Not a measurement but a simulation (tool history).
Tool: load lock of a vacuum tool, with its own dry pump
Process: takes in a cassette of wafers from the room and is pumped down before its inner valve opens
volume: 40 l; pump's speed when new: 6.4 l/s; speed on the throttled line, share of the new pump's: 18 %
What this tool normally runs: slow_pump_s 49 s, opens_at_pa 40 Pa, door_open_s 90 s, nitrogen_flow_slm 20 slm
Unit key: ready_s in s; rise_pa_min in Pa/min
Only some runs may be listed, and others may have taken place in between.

run    hour  slow_pump_s  opens_at_pa  door_open_s  nitrogen_flow_slm  incoming humidity of the room's air, %  ready_s  rise_pa_min
  1     0.0           49           40           90                 20                                    44.5     90.5        0.089
  2   146.8           49           40           90                 20                                    44.3     90.6        0.095
  3   279.6           49           40           90                 44                                    48.1     90.2        0.077
  4   413.9           49           40           90                 20                                    45.1     90.4        0.103
  5   505.7           49           40           90                 20                                    43.9     90.3        0.096
  6   631.3           63           40           90                 20                                    50.1    102.0        0.109
  7   774.6           49           40           26                 20                                    44.0     90.6        0.061
  8   894.7           49           40           38                 20                                    45.9     90.5        0.067
  9   977.1           83           40           38                 20                                    42.4    118.6        0.069
 10  1108.1           83           40           38                 20                                    46.8    118.2        0.075
 11  1175.0           83           44           38                 20                                    44.1    117.4        0.076
 12  1260.6           49           75           60                 20                                    46.0     86.8        0.089
 13  1386.0           49           40           56                 13                                    43.6     90.7        0.091
 14  1485.5           65           40           90                  8                                    45.0    103.5        0.124
 15  1625.8           85           28           90                  6                                    46.2    122.6        0.132

Expected results for the next run?
 16  1764.8           49           65          105                 20                                    46.3        ?            ?

{"run 16": {"ready_s": 87.4, "rise_pa_min": 0.117}}
On a tool with no hidden condition, and with the same random variation, this run would have come out at ready_s 86.5 s, rise_pa_min 0.075 Pa/min.
